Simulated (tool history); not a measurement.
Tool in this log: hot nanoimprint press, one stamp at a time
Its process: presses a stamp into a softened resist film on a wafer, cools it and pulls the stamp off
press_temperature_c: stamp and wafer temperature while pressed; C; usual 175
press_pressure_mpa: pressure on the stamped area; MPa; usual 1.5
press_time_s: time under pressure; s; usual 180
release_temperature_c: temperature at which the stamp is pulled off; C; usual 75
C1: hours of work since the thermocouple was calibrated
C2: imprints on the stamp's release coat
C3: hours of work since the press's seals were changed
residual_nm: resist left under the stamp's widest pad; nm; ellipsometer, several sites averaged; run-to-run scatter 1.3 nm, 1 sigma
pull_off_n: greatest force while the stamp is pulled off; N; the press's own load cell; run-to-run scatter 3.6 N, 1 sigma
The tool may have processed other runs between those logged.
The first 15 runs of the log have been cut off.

{"run": 16, "hour": 578.0, "press_temperature_c": 175, "press_pressure_mpa": 2.28, "press_time_s": 180, "release_temperature_c": 75, "C1": 63, "C2": 1981, "C3": 876, "residual_nm": 176.2, "pull_off_n": 306}
{"hour": 590.0, "done": "stamp cleaned and given a new release coat"}
{"run": 17, "hour": 618.5, "press_temperature_c": 175, "press_pressure_mpa": 1.5, "press_time_s": 192, "release_temperature_c": 79, "C1": 81, "C2": 49, "C3": 893, "residual_nm": 208.8, "pull_off_n": 171}
{"run": 18, "hour": 647.5, "press_temperature_c": 175, "press_pressure_mpa": 1.5, "press_time_s": 192, "release_temperature_c": 79, "C1": 96, "C2": 98, "C3": 908, "residual_nm": 210.4, "pull_off_n": 173}
{"hour": 699.9, "done": "press's hydraulic seals changed and the load cell set to zero"}
{"run": 19, "hour": 709.2, "press_temperature_c": 185, "press_pressure_mpa": 2.09, "press_time_s": 230, "release_temperature_c": 69, "C1": 123, "C2": 189, "C3": 5, "residual_nm": 98, "pull_off_n": 200}
{"run": 20, "hour": 735.3, "press_temperature_c": 185, "press_pressure_mpa": 2.09, "press_time_s": 230, "release_temperature_c": 69, "C1": 137, "C2": 233, "C3": 18, "residual_nm": 98, "pull_off_n": 205}
{"run": 21, "hour": 769.0, "press_temperature_c": 167, "press_pressure_mpa": 1.5, "press_time_s": 168, "release_temperature_c": 78, "C1": 154, "C2": 291, "C3": 35, "residual_nm": 296.9, "pull_off_n": 184}
{"run": 22, "hour": 813.2, "press_temperature_c": 178, "press_pressure_mpa": 1.5, "press_time_s": 148, "release_temperature_c": 63, "C1": 176, "C2": 366, "C3": 58, "residual_nm": 197.1, "pull_off_n": 226}
{"run": 23, "hour": 839.8, "press_temperature_c": 178, "press_pressure_mpa": 1.5, "press_time_s": 148, "release_temperature_c": 63, "C1": 190, "C2": 411, "C3": 72, "residual_nm": 197.2, "pull_off_n": 231}
{"run": 24, "hour": 884.3, "press_temperature_c": 178, "press_pressure_mpa": 1.5, "press_time_s": 148, "release_temperature_c": 63, "C1": 213, "C2": 486, "C3": 95, "residual_nm": 199.8, "pull_off_n": 234}
{"run": 25, "hour": 914.7, "press_temperature_c": 178, "press_pressure_mpa": 1.5, "press_time_s": 148, "release_temperature_c": 63, "C1": 229, "C2": 538, "C3": 110, "residual_nm": 200.3, "pull_off_n": 239}
{"run": 26, "hour": 962.3, "press_temperature_c": 175, "press_pressure_mpa": 2.07, "press_time_s": 135, "release_temperature_c": 75, "C1": 253, "C2": 619, "C3": 135, "residual_nm": 203.8, "pull_off_n": 209}
{"run": 27, "hour": 1010.5, "press_temperature_c": 175, "press_pressure_mpa": 2.07, "press_time_s": 134, "release_temperature_c": 75, "C1": 278, "C2": 701, "C3": 159, "residual_nm": 207.1, "pull_off_n": 219}
{"run": 28, "hour": 1047.6, "press_temperature_c": 175, "press_pressure_mpa": 2.07, "press_time_s": 134, "release_temperature_c": 75, "C1": 297, "C2": 764, "C3": 178, "residual_nm": 207.4, "pull_off_n": 222}
{"run": 29, "hour": 1072.0, "press_temperature_c": 181, "press_pressure_mpa": 1.22, "press_time_s": 113, "release_temperature_c": 65, "C1": 309, "C2": 805, "C3": 191, "residual_nm": 211.3, "pull_off_n": 259}

What does the tool deliver on the next run?
{"run": 30, "hour": 1120.6, "press_temperature_c": 171, "press_pressure_mpa": 0.96, "press_time_s": 294, "release_temperature_c": 75, "C1": 334, "C2": 888, "C3": 216, "residual_nm": "?", "pull_off_n": "?"}

residual_nm: 269.6 nm
pull_off_n: 223 N
Minus the tool's unlogged condition, the same run would have read residual_nm 255.3 nm, pull_off_n 167 N.
